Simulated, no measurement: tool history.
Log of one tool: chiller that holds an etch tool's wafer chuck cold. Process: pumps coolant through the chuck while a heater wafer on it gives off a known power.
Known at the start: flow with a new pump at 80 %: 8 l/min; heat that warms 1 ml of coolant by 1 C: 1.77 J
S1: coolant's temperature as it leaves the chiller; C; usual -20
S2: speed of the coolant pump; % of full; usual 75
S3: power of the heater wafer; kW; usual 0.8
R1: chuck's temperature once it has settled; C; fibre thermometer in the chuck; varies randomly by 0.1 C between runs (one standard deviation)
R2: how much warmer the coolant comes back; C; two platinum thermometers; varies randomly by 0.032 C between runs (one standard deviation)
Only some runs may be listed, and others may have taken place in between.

run     day   S1   S2     S3     R1    R2
  1       0  -20   75    0.8  -10.4  3.64
  2   1.738  -20   75    0.8  -10.5   3.6
  3   3.771  -20   72    0.8  -10.2  3.79
  4   5.317  -20   72    0.8  -10.1  3.74
  5   6.838  -20   75    0.8  -10.5  3.54
  6   7.804  -20   75    0.8  -10.3  3.51
  7   9.408  -20   75    0.8  -10.3  3.52
  8  10.658  -20   75    0.8  -10.4  3.51
  9  11.621  -20   75    0.8  -10.4  3.55
 10  12.654  -20   75    0.8  -10.5  3.51
 11  14.271  -20   75    0.8  -10.4  3.49
 12  15.596  -12   75    0.8   -2.4  3.42
 13  17.525  -12   75    0.8   -2.3  3.39
 14  18.729  -20   75    0.8  -10.6  3.35
 15  19.662  -20   75    0.8  -10.3  3.45
 16  20.721  -20   75    0.8  -10.4  3.34
 17  22.096  -20   61  0.706   -9.9  3.78
     22.746  -- gauge calibrated
 18  23.296  -26   71  0.844  -15.4  4.11
 19  25.429  -13   71  1.073    0.5  5.15
 20  27.579  -20   81    0.8  -11.1  3.24
 21  29.542  -13   88  0.682   -5.8  2.53
 22  30.583  -13   88  0.682   -5.8  2.46
 23  32.258  -16   89  1.163   -3.8  4.28
 24  33.554  -20   72  1.136     -6  5.31
 25  34.821  -27  100  0.512  -22.1  1.52
 26  36.262  -20   99    0.8  -12.4  2.47
 27    37.7  -16   85  1.121   -3.7   4.2
 28  39.017  -20   73    0.8  -10.1  3.56
 29  40.538  -20   91  1.089     -9  3.69
 30  41.838  -27   60  0.846  -14.8  4.67
 31  43.071  -28   60  0.846  -15.9  4.63

What if the next run were any one of these 5? Each begins from the tool's condition after run 31:
  A  44.817  -20  81    0.8   ?   ?
  B  44.817  -21  74   0.64   ?   ?
  C  44.817  -28  65  0.846   ?   ?
  D  44.817  -20  73  0.846   ?   ?
  E  44.817  -27  60  0.846   ?   ?

run     R1    R2
  A    -11  3.01
  B  -13.2  2.66
  C  -16.5  4.25
  D   -9.6  3.69
  E  -14.8  4.61
What these runs would have given with no unlogged condition in the tool:
run     R1    R2
  A    -11  3.33
  B  -13.2  2.98
  C  -16.5  4.56
  D   -9.6  4.01
  E  -14.8  4.93
